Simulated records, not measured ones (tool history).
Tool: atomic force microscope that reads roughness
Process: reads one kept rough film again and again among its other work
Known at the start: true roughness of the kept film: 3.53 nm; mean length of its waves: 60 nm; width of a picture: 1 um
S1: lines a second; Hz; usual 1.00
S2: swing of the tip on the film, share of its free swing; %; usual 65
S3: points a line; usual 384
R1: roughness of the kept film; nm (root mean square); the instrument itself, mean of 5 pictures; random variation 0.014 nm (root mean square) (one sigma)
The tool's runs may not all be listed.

{"run": 1, "hour": 0.0, "S1": 1.0, "S2": 65, "S3": 384, "R1": 2.975}
{"run": 2, "hour": 16.4, "S1": 1.0, "S2": 65, "S3": 384, "R1": 2.951}
{"run": 3, "hour": 31.4, "S1": 1.0, "S2": 65, "S3": 384, "R1": 2.924}
{"run": 4, "hour": 44.9, "S1": 1.0, "S2": 65, "S3": 384, "R1": 2.921}
{"run": 5, "hour": 64.2, "S1": 1.05, "S2": 65, "S3": 384, "R1": 2.903}
{"hour": 67.8, "done": "height scale calibrated on a step standard"}
{"hour": 78.6, "done": "new tip fitted"}
{"run": 6, "hour": 83.1, "S1": 1.05, "S2": 86, "S3": 260, "R1": 3.131}
{"run": 7, "hour": 110.8, "S1": 1.0, "S2": 59, "S3": 277, "R1": 3.286}
{"run": 8, "hour": 136.2, "S1": 3.11, "S2": 59, "S3": 277, "R1": 3.156}
{"run": 9, "hour": 163.3, "S1": 1.39, "S2": 59, "S3": 988, "R1": 3.211}
{"hour": 169.3, "done": "height scale calibrated on a step standard, once more"}
{"run": 10, "hour": 181.5, "S1": 1.39, "S2": 59, "S3": 988, "R1": 3.169}

Forecast each of these 4 alternatives for the next run:
{"run": "A", "hour": 201.6, "S1": 0.81, "S2": 80, "S3": 955, "R1": "?"}
{"run": "B", "hour": 201.6, "S1": 1.55, "S2": 75, "S3": 384, "R1": "?"}
{"run": "C", "hour": 201.6, "S1": 2.47, "S2": 65, "S3": 384, "R1": "?"}
{"run": "D", "hour": 201.6, "S1": 1.0, "S2": 65, "S3": 394, "R1": "?"}

run=A R1=3.066
run=B R1=3.005
run=C R1=3.011
run=D R1=3.114
Without the tool's hidden state the same runs would have given:
run=A R1=3.247
run=B R1=3.183
run=C R1=3.190
run=D R1=3.299
